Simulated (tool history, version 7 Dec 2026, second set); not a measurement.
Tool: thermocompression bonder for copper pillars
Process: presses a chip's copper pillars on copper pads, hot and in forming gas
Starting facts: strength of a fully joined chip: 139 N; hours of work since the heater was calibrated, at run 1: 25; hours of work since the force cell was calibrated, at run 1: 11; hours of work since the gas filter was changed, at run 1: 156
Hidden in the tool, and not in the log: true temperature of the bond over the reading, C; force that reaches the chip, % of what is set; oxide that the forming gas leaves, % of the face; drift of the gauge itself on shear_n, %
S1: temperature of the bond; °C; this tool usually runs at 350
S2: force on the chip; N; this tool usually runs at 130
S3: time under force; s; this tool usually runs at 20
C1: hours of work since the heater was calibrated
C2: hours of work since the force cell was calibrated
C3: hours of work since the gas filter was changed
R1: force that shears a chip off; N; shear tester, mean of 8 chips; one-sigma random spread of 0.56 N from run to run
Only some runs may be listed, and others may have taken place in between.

{"run": 1, "hour": 0.0, "S1": 350, "S2": 130, "S3": 20, "C1": 25, "C2": 11, "C3": 156, "R1": 96.2}
{"run": 2, "hour": 7.6, "S1": 350, "S2": 130, "S3": 20, "C1": 30, "C2": 17, "C3": 161, "R1": 95.1}
{"run": 3, "hour": 20.2, "S1": 351, "S2": 130, "S3": 20, "C1": 39, "C2": 25, "C3": 170, "R1": 96.3}
{"run": 4, "hour": 28.5, "S1": 351, "S2": 97, "S3": 20, "C1": 45, "C2": 31, "C3": 176, "R1": 88.9}
{"run": 5, "hour": 38.6, "S1": 351, "S2": 97, "S3": 20, "C1": 52, "C2": 39, "C3": 183, "R1": 87.1}
{"run": 6, "hour": 47.7, "S1": 351, "S2": 97, "S3": 20, "C1": 59, "C2": 45, "C3": 190, "R1": 87.8}
{"run": 7, "hour": 54.7, "S1": 351, "S2": 97, "S3": 20, "C1": 64, "C2": 50, "C3": 195, "R1": 86.5}
{"run": 8, "hour": 65.8, "S1": 351, "S2": 97, "S3": 20, "C1": 71, "C2": 58, "C3": 202, "R1": 87.1}
{"run": 9, "hour": 75.3, "S1": 350, "S2": 82, "S3": 20, "C1": 78, "C2": 64, "C3": 209, "R1": 80.8}
{"run": 10, "hour": 84.8, "S1": 356, "S2": 82, "S3": 20, "C1": 85, "C2": 71, "C3": 216, "R1": 85.9}
{"run": 11, "hour": 94.1, "S1": 356, "S2": 82, "S3": 20, "C1": 91, "C2": 78, "C3": 222, "R1": 86.6}
{"run": 12, "hour": 101.6, "S1": 356, "S2": 82, "S3": 20, "C1": 97, "C2": 83, "C3": 228, "R1": 85.1}
{"hour": 113.6, "done": "forming gas filter changed"}
{"run": 13, "hour": 113.6, "S1": 350, "S2": 130, "S3": 20, "C1": 105, "C2": 91, "C3": 0, "R1": 95.6}
{"run": 14, "hour": 124.0, "S1": 350, "S2": 144, "S3": 20, "C1": 112, "C2": 99, "C3": 7, "R1": 99.0}
{"run": 15, "hour": 131.8, "S1": 350, "S2": 144, "S3": 20, "C1": 118, "C2": 104, "C3": 13, "R1": 97.5}
{"run": 16, "hour": 139.0, "S1": 350, "S2": 144, "S3": 10, "C1": 123, "C2": 109, "C3": 18, "R1": 81.1}
{"run": 17, "hour": 151.0, "S1": 350, "S2": 144, "S3": 10, "C1": 131, "C2": 118, "C3": 26, "R1": 81.1}
{"run": 18, "hour": 157.8, "S1": 350, "S2": 91, "S3": 20, "C1": 136, "C2": 123, "C3": 31, "R1": 84.0}
{"run": 19, "hour": 165.6, "S1": 350, "S2": 184, "S3": 20, "C1": 142, "C2": 128, "C3": 37, "R1": 105.8}
{"run": 20, "hour": 176.4, "S1": 350, "S2": 184, "S3": 20, "C1": 149, "C2": 136, "C3": 44, "R1": 106.0}
{"run": 21, "hour": 183.3, "S1": 350, "S2": 130, "S3": 32, "C1": 154, "C2": 141, "C3": 49, "R1": 105.3}
{"run": 22, "hour": 192.5, "S1": 346, "S2": 182, "S3": 13, "C1": 161, "C2": 147, "C3": 56, "R1": 90.5}
{"run": 23, "hour": 200.9, "S1": 334, "S2": 104, "S3": 27, "C1": 167, "C2": 153, "C3": 62, "R1": 81.9}
{"run": 24, "hour": 207.5, "S1": 350, "S2": 170, "S3": 22, "C1": 171, "C2": 158, "C3": 67, "R1": 104.4}
{"run": 25, "hour": 219.5, "S1": 330, "S2": 84, "S3": 34, "C1": 180, "C2": 166, "C3": 75, "R1": 77.5}
{"run": 26, "hour": 231.6, "S1": 330, "S2": 84, "S3": 34, "C1": 188, "C2": 175, "C3": 84, "R1": 78.1}
{"run": 27, "hour": 239.7, "S1": 330, "S2": 89, "S3": 49, "C1": 194, "C2": 181, "C3": 89, "R1": 87.6}
{"run": 28, "hour": 252.4, "S1": 372, "S2": 130, "S3": 20, "C1": 203, "C2": 190, "C3": 98, "R1": 110.1}
{"run": 29, "hour": 264.8, "S1": 372, "S2": 130, "S3": 20, "C1": 212, "C2": 198, "C3": 107, "R1": 110.4}
{"run": 30, "hour": 274.2, "S1": 338, "S2": 130, "S3": 20, "C1": 219, "C2": 205, "C3": 114, "R1": 84.4}
{"run": 31, "hour": 280.1, "S1": 338, "S2": 101, "S3": 20, "C1": 223, "C2": 209, "C3": 118, "R1": 76.3}
{"run": 32, "hour": 293.2, "S1": 377, "S2": 153, "S3": 16, "C1": 232, "C2": 218, "C3": 127, "R1": 113.4}
{"run": 33, "hour": 304.4, "S1": 377, "S2": 153, "S3": 16, "C1": 240, "C2": 226, "C3": 135, "R1": 112.8}
{"run": 34, "hour": 318.0, "S1": 364, "S2": 183, "S3": 16, "C1": 250, "C2": 236, "C3": 145, "R1": 108.7}
{"run": 35, "hour": 330.0, "S1": 370, "S2": 130, "S3": 24, "C1": 258, "C2": 245, "C3": 153, "R1": 113.2}
{"run": 36, "hour": 339.9, "S1": 345, "S2": 135, "S3": 20, "C1": 265, "C2": 252, "C3": 160, "R1": 90.8}
{"run": 37, "hour": 347.3, "S1": 376, "S2": 122, "S3": 53, "C1": 270, "C2": 257, "C3": 166, "R1": 127.0}
{"run": 38, "hour": 356.5, "S1": 374, "S2": 122, "S3": 13, "C1": 277, "C2": 263, "C3": 172, "R1": 101.0}
{"run": 39, "hour": 365.6, "S1": 374, "S2": 122, "S3": 13, "C1": 283, "C2": 270, "C3": 178, "R1": 99.0}

Branching from run 39: 3 alternative next runs. What would each branch give?
{"run": "A", "hour": 372.6, "S1": 378, "S2": 175, "S3": 53, "C1": 288, "C2": 275, "C3": 183, "R1": "?"}
{"run": "B", "hour": 372.6, "S1": 350, "S2": 115, "S3": 20, "C1": 288, "C2": 275, "C3": 183, "R1": "?"}
{"run": "C", "hour": 372.6, "S1": 350, "S2": 108, "S3": 14, "C1": 288, "C2": 275, "C3": 183, "R1": "?"}

run=A R1=131.6
run=B R1=90.1
run=C R1=78.2
Stripped of hidden state, with their random variation kept, the same runs would have yielded:
run=A R1=135.5
run=B R1=92.7
run=C R1=80.5
